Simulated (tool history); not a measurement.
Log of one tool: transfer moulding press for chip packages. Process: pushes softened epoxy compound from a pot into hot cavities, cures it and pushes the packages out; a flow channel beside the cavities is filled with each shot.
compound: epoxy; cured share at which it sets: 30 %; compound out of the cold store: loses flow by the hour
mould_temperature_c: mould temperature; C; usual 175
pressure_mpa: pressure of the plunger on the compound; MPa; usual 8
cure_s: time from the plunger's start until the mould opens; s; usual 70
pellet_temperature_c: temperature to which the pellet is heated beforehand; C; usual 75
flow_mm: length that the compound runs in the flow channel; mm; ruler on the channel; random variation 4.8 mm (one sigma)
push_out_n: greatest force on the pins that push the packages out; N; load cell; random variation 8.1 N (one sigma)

run	day	mould_temperature_c	pressure_mpa	cure_s	pellet_temperature_c	incoming compound's hours out of the cold store	flow_mm	push_out_n
1	0	175	8	70	75	40.3	692	339
2	0.704	175	8	70	75	8.4	801	475
3	1.646	175	8	70	75	45	672	514
4	2.404	175	8	70	75	10.9	792	605
# day 3.029: cavities cleaned with cleaning compound and waxed
5	3.192	175	8	70	75	25.5	738	778
6	4.292	175	8	70	66	20.4	751	795
7	5.271	177	8	70	66	26.6	718	674
# day 6.042: cavities cleaned with cleaning compound and waxed
8	6.642	177	8	70	66	19.7	737	410
9	7.925	175	8	70	75	13.3	760	576
10	8.912	175	8	70	75	35.3	687	616
# day 9.046: cavities cleaned with cleaning compound and waxed
# day 9.746: cavities cleaned with cleaning compound and waxed, once more
11	10.4	175	8	70	75	22.1	727	458
12	11.7	175	8	70	75	30.5	691	575
# day 12.425: plunger's sealing rings changed
# day 12.875: cavities cleaned with cleaning compound and waxed
13	12.929	175	8.35	70	75	23.1	771	366
14	13.95	175	8	70	75	26.7	738	499
15	14.55	181	8	70	75	47	656	408
16	15.692	181	8	70	75	16.1	752	459

The next listed run, before its measurement:
# day 15.862: cavities cleaned with cleaning compound and waxed
17	16.362	169	6.16	108	69	23.7	?	?

{"run 17": {"flow_mm": 668, "push_out_n": 318}}
Without the tool's hidden state the same run would have given flow_mm 681 mm, push_out_n 263 N.

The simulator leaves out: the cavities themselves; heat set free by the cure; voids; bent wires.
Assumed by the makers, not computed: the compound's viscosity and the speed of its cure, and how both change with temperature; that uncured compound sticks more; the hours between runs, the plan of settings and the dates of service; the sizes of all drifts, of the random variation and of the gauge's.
